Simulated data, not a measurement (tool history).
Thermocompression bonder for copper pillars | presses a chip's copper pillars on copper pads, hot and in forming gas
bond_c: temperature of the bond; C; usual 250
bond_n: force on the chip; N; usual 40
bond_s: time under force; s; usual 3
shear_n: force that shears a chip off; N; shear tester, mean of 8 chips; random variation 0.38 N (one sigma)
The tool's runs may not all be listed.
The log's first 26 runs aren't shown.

Run 27, hour 1751.7: usual settings but bond_n 42 N, bond_s 7 s. Result: shear_n 74.3 N.
Run 28, hour 1819.9: usual settings but bond_c 271 C, bond_n 49 N. Result: shear_n 78.2 N.
Run 29, hour 1866.2: usual settings but bond_c 253 C, bond_n 44 N, bond_s 9 s. Result: shear_n 79.5 N.
At hour 1882: heater calibrated with a thermocouple chip.
Run 30, hour 1941: usual settings but bond_c 253 C, bond_n 44 N, bond_s 9 s. Result: shear_n 79.5 N.
Run 31, hour 1991.1: usual settings but bond_c 253 C, bond_n 44 N, bond_s 9 s. Result: shear_n 79.6 N.
At hour 2061.9: forming gas filter changed.
Run 32, hour 2074.6: usual settings but bond_n 49 N, bond_s 2 s. Result: shear_n 60.6 N.
Run 33, hour 2148.8: usual settings but bond_n 49 N, bond_s 2 s. Result: shear_n 60.4 N.
Run 34, hour 2244.6: usual settings but bond_c 230 C, bond_n 25 N. Result: shear_n 32.9 N.
Run 35, hour 2310.9: usual settings but bond_c 230 C, bond_n 25 N. Result: shear_n 33.5 N.
Run 36, hour 2387.3: usual settings but bond_c 240 C, bond_n 28 N, bond_s 2 s. Result: shear_n 37.1 N.
Run 37, hour 2430.4: usual settings but bond_c 241 C, bond_n 47 N, bond_s 2 s. Result: shear_n 53.3 N.
Run 38, hour 2514.1: usual settings but bond_c 255 C, bond_n 45 N, bond_s 4 s. Result: shear_n 71.4 N.
Run 39, hour 2563.3: usual settings but bond_c 255 C, bond_n 42 N, bond_s 5 s. Result: shear_n 73.2 N.
At hour 2602.2: forming gas filter changed.
Run 40, hour 2649.6: usual settings but bond_c 255 C, bond_n 42 N, bond_s 5 s. Result: shear_n 72.8 N.

Forecast each of these 3 alternatives for the next run:
Run A, hour 2738.9: usual settings but bond_n 30 N. Result: shear_n ?.
Run B, hour 2738.9: usual settings but bond_s 2 s. Result: shear_n ?.
Run C, hour 2738.9: usual settings but bond_c 228 C, bond_n 44 N. Result: shear_n ?.

run  shear_n
  A     51.9
  B     54.5
  C     47.7
Without the tool's hidden state the same runs would have given:
run  shear_n
  A     51.8
  B     54.5
  C     47.7

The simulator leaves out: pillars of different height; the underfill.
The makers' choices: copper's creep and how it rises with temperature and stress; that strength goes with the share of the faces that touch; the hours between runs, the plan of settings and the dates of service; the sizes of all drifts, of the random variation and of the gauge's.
